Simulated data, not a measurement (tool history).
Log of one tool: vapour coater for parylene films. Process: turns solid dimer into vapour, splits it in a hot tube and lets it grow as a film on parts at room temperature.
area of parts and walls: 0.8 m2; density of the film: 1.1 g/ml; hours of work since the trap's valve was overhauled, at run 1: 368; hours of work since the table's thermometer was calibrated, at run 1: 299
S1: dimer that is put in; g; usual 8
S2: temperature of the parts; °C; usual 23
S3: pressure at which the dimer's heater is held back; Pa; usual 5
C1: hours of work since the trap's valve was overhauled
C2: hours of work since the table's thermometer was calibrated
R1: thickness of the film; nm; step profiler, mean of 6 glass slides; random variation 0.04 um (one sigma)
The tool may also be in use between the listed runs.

{"run": 1, "hour": 0.0, "S1": 8, "S2": 23, "S3": 5, "C1": 368, "C2": 299, "R1": 5000}
{"run": 2, "hour": 49.4, "S1": 8, "S2": 22, "S3": 5, "C1": 402, "C2": 333, "R1": 5150}
{"run": 3, "hour": 97.6, "S1": 8, "S2": 23, "S3": 5, "C1": 435, "C2": 365, "R1": 4940}
{"run": 4, "hour": 129.7, "S1": 8, "S2": 23, "S3": 5, "C1": 456, "C2": 387, "R1": 4920}
{"run": 5, "hour": 202.1, "S1": 8, "S2": 23, "S3": 5, "C1": 506, "C2": 436, "R1": 4980}
{"run": 6, "hour": 251.5, "S1": 8, "S2": 23, "S3": 5, "C1": 539, "C2": 470, "R1": 4920}
{"run": 7, "hour": 290.8, "S1": 4, "S2": 23, "S3": 5, "C1": 566, "C2": 497, "R1": 2480}
{"run": 8, "hour": 340.8, "S1": 7, "S2": 23, "S3": 5, "C1": 600, "C2": 531, "R1": 4290}
{"run": 9, "hour": 392.8, "S1": 7, "S2": 23, "S3": 5, "C1": 635, "C2": 566, "R1": 4250}
{"hour": 411.9, "done": "trap's valve overhauled"}
{"run": 10, "hour": 428.7, "S1": 11, "S2": 21, "S3": 5.02, "C1": 11, "C2": 588, "R1": 7450}
{"run": 11, "hour": 493.5, "S1": 4, "S2": 28, "S3": 4.73, "C1": 55, "C2": 632, "R1": 2340}

The next listed run, before its measurement:
{"run": 12, "hour": 544.7, "S1": 13, "S2": 23, "S3": 5, "C1": 90, "C2": 667, "R1": "?"}

{"run 12": {"R1": 8420}}
Without the tool's hidden state the same run would have given R1 8390 nm.
